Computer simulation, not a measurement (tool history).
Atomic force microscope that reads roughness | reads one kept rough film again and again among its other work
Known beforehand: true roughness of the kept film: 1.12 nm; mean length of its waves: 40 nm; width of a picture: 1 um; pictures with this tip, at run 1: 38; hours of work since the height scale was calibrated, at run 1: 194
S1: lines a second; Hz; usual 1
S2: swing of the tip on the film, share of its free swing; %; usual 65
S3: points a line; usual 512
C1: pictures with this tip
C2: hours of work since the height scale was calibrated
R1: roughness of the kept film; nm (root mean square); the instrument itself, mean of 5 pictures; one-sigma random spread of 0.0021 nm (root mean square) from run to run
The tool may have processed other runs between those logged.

{"run": 1, "hour": 0.0, "S1": 1, "S2": 65, "S3": 512, "C1": 38, "C2": 194, "R1": 1.07}
{"run": 2, "hour": 55.6, "S1": 1, "S2": 65, "S3": 554, "C1": 122, "C2": 218, "R1": 1.07}
{"run": 3, "hour": 92.3, "S1": 1, "S2": 65, "S3": 512, "C1": 177, "C2": 235, "R1": 1.069}
{"run": 4, "hour": 125.8, "S1": 1, "S2": 65, "S3": 512, "C1": 227, "C2": 249, "R1": 1.062}
{"hour": 163.2, "done": "new tip fitted"}
{"run": 5, "hour": 180.5, "S1": 1, "S2": 65, "S3": 512, "C1": 26, "C2": 273, "R1": 1.07}
{"run": 6, "hour": 240.7, "S1": 1, "S2": 65, "S3": 512, "C1": 117, "C2": 300, "R1": 1.07}
{"run": 7, "hour": 304.0, "S1": 1, "S2": 65, "S3": 512, "C1": 212, "C2": 328, "R1": 1.066}
{"run": 8, "hour": 332.2, "S1": 1, "S2": 65, "S3": 512, "C1": 254, "C2": 340, "R1": 1.067}
{"hour": 351.8, "done": "new tip fitted"}
{"run": 9, "hour": 359.3, "S1": 1, "S2": 65, "S3": 512, "C1": 11, "C2": 352, "R1": 1.069}
{"run": 10, "hour": 399.3, "S1": 1, "S2": 65, "S3": 512, "C1": 71, "C2": 370, "R1": 1.066}
{"run": 11, "hour": 456.0, "S1": 1, "S2": 65, "S3": 512, "C1": 156, "C2": 395, "R1": 1.068}
{"run": 12, "hour": 499.5, "S1": 1, "S2": 65, "S3": 512, "C1": 222, "C2": 414, "R1": 1.068}
{"run": 13, "hour": 528.7, "S1": 1, "S2": 65, "S3": 512, "C1": 265, "C2": 427, "R1": 1.07}
{"hour": 542.0, "done": "new tip fitted"}
{"run": 14, "hour": 584.0, "S1": 1, "S2": 65, "S3": 512, "C1": 63, "C2": 451, "R1": 1.07}
{"run": 15, "hour": 614.0, "S1": 1, "S2": 65, "S3": 512, "C1": 108, "C2": 464, "R1": 1.068}
{"run": 16, "hour": 655.6, "S1": 1, "S2": 65, "S3": 512, "C1": 171, "C2": 483, "R1": 1.066}
{"run": 17, "hour": 693.8, "S1": 2.07, "S2": 75, "S3": 739, "C1": 228, "C2": 500, "R1": 0.99}
{"hour": 728.8, "done": "new tip fitted"}
{"run": 18, "hour": 735.9, "S1": 2.07, "S2": 75, "S3": 739, "C1": 11, "C2": 518, "R1": 0.992}
{"run": 19, "hour": 782.4, "S1": 2.6, "S2": 58, "S3": 792, "C1": 81, "C2": 539, "R1": 1.049}
{"run": 20, "hour": 825.2, "S1": 2.6, "S2": 58, "S3": 792, "C1": 145, "C2": 557, "R1": 1.048}
{"run": 21, "hour": 866.8, "S1": 0.58, "S2": 58, "S3": 982, "C1": 207, "C2": 576, "R1": 1.093}
{"hour": 919.1, "done": "new tip fitted"}
{"run": 22, "hour": 921.8, "S1": 1, "S2": 85, "S3": 804, "C1": 4, "C2": 600, "R1": 1.011}
{"run": 23, "hour": 958.0, "S1": 1, "S2": 85, "S3": 804, "C1": 58, "C2": 616, "R1": 1.01}
{"run": 24, "hour": 997.0, "S1": 2.28, "S2": 86, "S3": 647, "C1": 117, "C2": 633, "R1": 0.908}
{"run": 25, "hour": 1058.8, "S1": 3.85, "S2": 55, "S3": 512, "C1": 210, "C2": 660, "R1": 1.036}
{"hour": 1110.5, "done": "new tip fitted"}
{"run": 26, "hour": 1123.5, "S1": 2.93, "S2": 82, "S3": 257, "C1": 20, "C2": 689, "R1": 0.89}
{"run": 27, "hour": 1159.7, "S1": 2.93, "S2": 82, "S3": 257, "C1": 74, "C2": 705, "R1": 0.888}
{"run": 28, "hour": 1200.6, "S1": 1, "S2": 73, "S3": 512, "C1": 136, "C2": 723, "R1": 1.049}
{"run": 29, "hour": 1243.9, "S1": 1.13, "S2": 65, "S3": 933, "C1": 201, "C2": 742, "R1": 1.066}
{"run": 30, "hour": 1280.4, "S1": 1.13, "S2": 65, "S3": 933, "C1": 256, "C2": 758, "R1": 1.067}
{"hour": 1301.9, "done": "new tip fitted"}
{"run": 31, "hour": 1338.4, "S1": 1.13, "S2": 65, "S3": 933, "C1": 55, "C2": 783, "R1": 1.066}
{"run": 32, "hour": 1393.8, "S1": 1.13, "S2": 65, "S3": 933, "C1": 138, "C2": 808, "R1": 1.064}

How the hidden state differs across the entries between the runs, from the last listed run before each to the first after it:
Runs 4 to 5: new tip fitted (hour 163.2)
  radius of the tip, nm: 5.5 -> 5.1
Runs 8 to 9: new tip fitted (hour 351.8)
  radius of the tip, nm: 5.6 -> 5
Runs 13 to 14: new tip fitted (hour 542)
  radius of the tip, nm: 5.6 -> 5.2
Runs 17 to 18: new tip fitted (hour 728.8)
  radius of the tip, nm: 5.5 -> 5
Runs 21 to 22: new tip fitted (hour 919.1)
  radius of the tip, nm: 5.4 -> 5
Runs 25 to 26: new tip fitted (hour 1110.5)
  radius of the tip, nm: 5.5 -> 5.1
Runs 30 to 31: new tip fitted (hour 1301.9)
  radius of the tip, nm: 5.6 -> 5.1
